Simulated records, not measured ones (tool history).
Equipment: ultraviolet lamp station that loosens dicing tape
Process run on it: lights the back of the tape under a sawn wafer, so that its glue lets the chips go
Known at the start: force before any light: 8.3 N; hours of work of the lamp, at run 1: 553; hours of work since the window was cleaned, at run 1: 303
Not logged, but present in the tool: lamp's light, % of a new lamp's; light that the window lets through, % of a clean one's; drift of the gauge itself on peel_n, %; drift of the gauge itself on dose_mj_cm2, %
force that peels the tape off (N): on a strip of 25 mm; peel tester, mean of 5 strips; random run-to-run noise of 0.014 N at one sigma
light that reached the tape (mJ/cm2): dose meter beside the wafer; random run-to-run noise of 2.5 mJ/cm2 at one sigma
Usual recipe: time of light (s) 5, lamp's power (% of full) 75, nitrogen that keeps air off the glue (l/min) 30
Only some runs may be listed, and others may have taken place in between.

run	hour	time of light (s)	lamp's power (% of full)	nitrogen that keeps air off the glue (l/min)	hours of work of the lamp	hours of work since the window was cleaned	force that peels the tape off (N)	light that reached the tape (mJ/cm2)
1	0	5	75	30	553	303	0.983	232
2	63.9	5	75	30	588	337	0.99	227
3	165.5	5	75	30	643	393	1.036	227
4	217.2	5	75	30	671	420	1.11	215
5	303	5	75	19	717	467	1.348	212
6	348.6	5	75	19	742	492	1.353	210
# hour 407: window cleaned of glue's vapour
7	414.6	5	75	32	777	4	0.936	235
8	517.2	5	75	30	833	60	1.02	230
9	584.2	5	75	30	869	96	1.042	222
10	660.6	5	75	30	910	137	1.089	218
11	750.5	5	75	11	959	186	1.721	211
12	826.4	5	99	25	1000	227	0.759	266
13	923.1	6	85	25	1053	279	0.774	269
14	1015	7	84	12	1102	329	0.91	299
15	1110.7	5	73	32	1154	381	1.448	181

Some steps in force that peels the tape off (N) between neighbouring runs. How much of each would the tool show without its hidden state too (settings, what came in, random variation), and how much is left for the hidden state, with any gauge scatter that isn't in both results?
Run 11 -> 12: lamp's power (% of full) 75 -> 99, nitrogen that keeps air off the glue (l/min) 11 -> 25. force that peels the tape off (N) -0.962: hidden state -0.357, all else -0.605.

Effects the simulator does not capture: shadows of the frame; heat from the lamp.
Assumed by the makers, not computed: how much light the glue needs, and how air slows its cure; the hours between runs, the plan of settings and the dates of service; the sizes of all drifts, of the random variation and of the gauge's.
